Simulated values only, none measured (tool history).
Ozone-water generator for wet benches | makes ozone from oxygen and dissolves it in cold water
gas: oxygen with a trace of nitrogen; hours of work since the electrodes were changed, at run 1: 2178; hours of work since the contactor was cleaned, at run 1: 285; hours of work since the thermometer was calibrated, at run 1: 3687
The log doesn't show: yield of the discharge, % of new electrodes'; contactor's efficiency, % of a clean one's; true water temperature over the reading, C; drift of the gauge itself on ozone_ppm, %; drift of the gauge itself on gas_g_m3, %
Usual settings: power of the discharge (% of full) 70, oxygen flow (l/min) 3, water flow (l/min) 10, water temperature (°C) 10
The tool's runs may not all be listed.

run	hour	power of the discharge (% of full)	oxygen flow (l/min)	water flow (l/min)	water temperature (°C)	hours of work since the electrodes were changed	hours of work since the contactor was cleaned	hours of work since the thermometer was calibrated	dissolved ozone (ppm)	ozone in the gas ahead of the water (g/m3)
1	0	70	3	10	10	2178	285	3687	22.2	185
2	93.7	70	3	10	12	2252	358	3761	21.4	187.3
# hour 228.7: water thermometer calibrated
3	287.4	70	3	10	12	2404	510	46	21.3	185.2
4	448	70	3	10	12	2530	636	172	21.2	182.8
5	642.2	70	2.6	10	12	2682	789	325	20.4	190.8
6	735.2	70	2.6	10	12	2755	862	398	20.5	191.9
7	908.7	70	2.6	10	12	2891	998	534	20.1	191.4
8	1094.2	70	2.6	10	12	3037	1143	679	20	191.6
9	1290.7	70	2.6	10	12	3191	1298	834	19.7	191.3
10	1461.4	70	2.6	10	12	3325	1431	968	19.2	188.7
11	1573.4	70	2.6	10	12	3413	1519	1055	19.4	188.9
12	1701.4	70	2.6	10	12	3513	1620	1156	19.3	187.2
13	1894.9	70	2.6	10	12	3665	1772	1308	18.7	185.3
14	1998.5	70	2.6	10	12	3747	1853	1389	19.2	188.1
15	2176	70	2.6	10	12	3886	1992	1529	19	185.4
16	2326.4	70	3	10	10	4004	2110	1647	20	176.8
17	2417.7	70	3	10	10	4076	2182	1718	19.7	176.3
18	2622.1	72	1.99	6	17	4236	2343	1879	26.3	203.3

The next listed run, before its measurement:
19	2795.7	57	1.74	6	17	4372	2479	2015	?	?

Run 19 gave dissolved ozone (ppm) 21.8, ozone in the gas ahead of the water (g/m3) 182.4.
Without the tool's hidden state the same run would have given dissolved ozone (ppm) 25.7, ozone in the gas ahead of the water (g/m3) 201.5.

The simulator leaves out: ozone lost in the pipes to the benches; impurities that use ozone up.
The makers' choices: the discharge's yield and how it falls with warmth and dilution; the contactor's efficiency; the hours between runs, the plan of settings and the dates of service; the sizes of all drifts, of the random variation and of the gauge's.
